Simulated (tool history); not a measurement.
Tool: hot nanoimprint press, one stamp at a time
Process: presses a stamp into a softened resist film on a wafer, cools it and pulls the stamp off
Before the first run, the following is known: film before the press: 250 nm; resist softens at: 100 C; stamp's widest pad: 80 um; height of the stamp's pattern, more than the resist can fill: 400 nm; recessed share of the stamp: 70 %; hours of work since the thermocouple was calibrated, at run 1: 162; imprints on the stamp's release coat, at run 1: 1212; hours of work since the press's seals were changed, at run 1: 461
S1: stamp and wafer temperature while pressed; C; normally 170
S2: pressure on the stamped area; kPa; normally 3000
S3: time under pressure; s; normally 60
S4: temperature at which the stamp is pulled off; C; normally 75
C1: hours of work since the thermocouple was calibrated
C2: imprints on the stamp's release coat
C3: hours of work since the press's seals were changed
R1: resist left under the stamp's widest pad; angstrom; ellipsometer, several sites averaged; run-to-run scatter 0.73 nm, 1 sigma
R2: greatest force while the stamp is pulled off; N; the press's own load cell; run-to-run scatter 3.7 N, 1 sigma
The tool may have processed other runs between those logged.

| run | hour | S1 | S2 | S3 | S4 | C1 | C2 | C3 | R1 | R2 |
|---|---|---|---|---|---|---|---|---|---|---|
| 1 | 0.0 | 170 | 3000 | 60 | 75 | 162 | 1212 | 461 | 924 | 195 |
| 2 | 34.4 | 170 | 3000 | 60 | 75 | 185 | 1379 | 483 | 914 | 204 |
| 3 | 83.7 | 159 | 3000 | 60 | 75 | 217 | 1618 | 515 | 1566 | 194 |
|  | 110.9 | press's hydraulic seals changed and the load cell set to zero |
| 4 | 119.0 | 159 | 3000 | 60 | 75 | 234 | 1751 | 5 | 1526 | 198 |
| 5 | 159.8 | 159 | 3000 | 60 | 62 | 261 | 1949 | 32 | 1539 | 268 |
|  | 188.1 | stamp cleaned and given a new release coat |
| 6 | 188.1 | 159 | 2060 | 60 | 62 | 275 | 0 | 46 | 1722 | 236 |
| 7 | 214.4 | 170 | 3000 | 60 | 75 | 293 | 128 | 63 | 880 | 175 |
| 8 | 236.7 | 170 | 3000 | 60 | 78 | 307 | 236 | 78 | 873 | 163 |
| 9 | 259.9 | 170 | 3000 | 35 | 78 | 322 | 349 | 93 | 1090 | 163 |
| 10 | 295.1 | 170 | 2650 | 60 | 75 | 345 | 520 | 116 | 909 | 180 |
| 11 | 345.4 | 170 | 3000 | 60 | 75 | 378 | 764 | 149 | 869 | 186 |
| 12 | 375.2 | 170 | 3000 | 60 | 75 | 397 | 909 | 168 | 867 | 181 |
|  | 403.6 | plate thermocouple calibrated |
| 13 | 428.5 | 170 | 3000 | 69 | 75 | 16 | 1154 | 201 | 872 | 192 |
| 14 | 460.5 | 170 | 3000 | 69 | 75 | 37 | 1309 | 222 | 865 | 196 |
| 15 | 512.8 | 170 | 3000 | 60 | 75 | 71 | 1564 | 256 | 910 | 197 |
| 16 | 551.7 | 171 | 2850 | 96 | 79 | 96 | 1752 | 281 | 712 | 179 |
| 17 | 582.8 | 171 | 2850 | 96 | 79 | 117 | 1903 | 301 | 713 | 180 |
|  | 620.7 | stamp cleaned and given a new release coat |
| 18 | 628.2 | 162 | 4210 | 75 | 75 | 142 | 37 | 327 | 1111 | 169 |
| 19 | 683.0 | 168 | 2840 | 79 | 66 | 178 | 303 | 362 | 910 | 234 |

What will run 20 give?
| 20 | 715.6 | 170 | 2870 | 60 | 74 | 199 | 462 | 384 | ? | ? |

For run 20 the tool returned R1 907 angstrom, R2 185 N.
Had the tool carried no hidden state, the very same run would have given R1 935 angstrom, R2 181 N.

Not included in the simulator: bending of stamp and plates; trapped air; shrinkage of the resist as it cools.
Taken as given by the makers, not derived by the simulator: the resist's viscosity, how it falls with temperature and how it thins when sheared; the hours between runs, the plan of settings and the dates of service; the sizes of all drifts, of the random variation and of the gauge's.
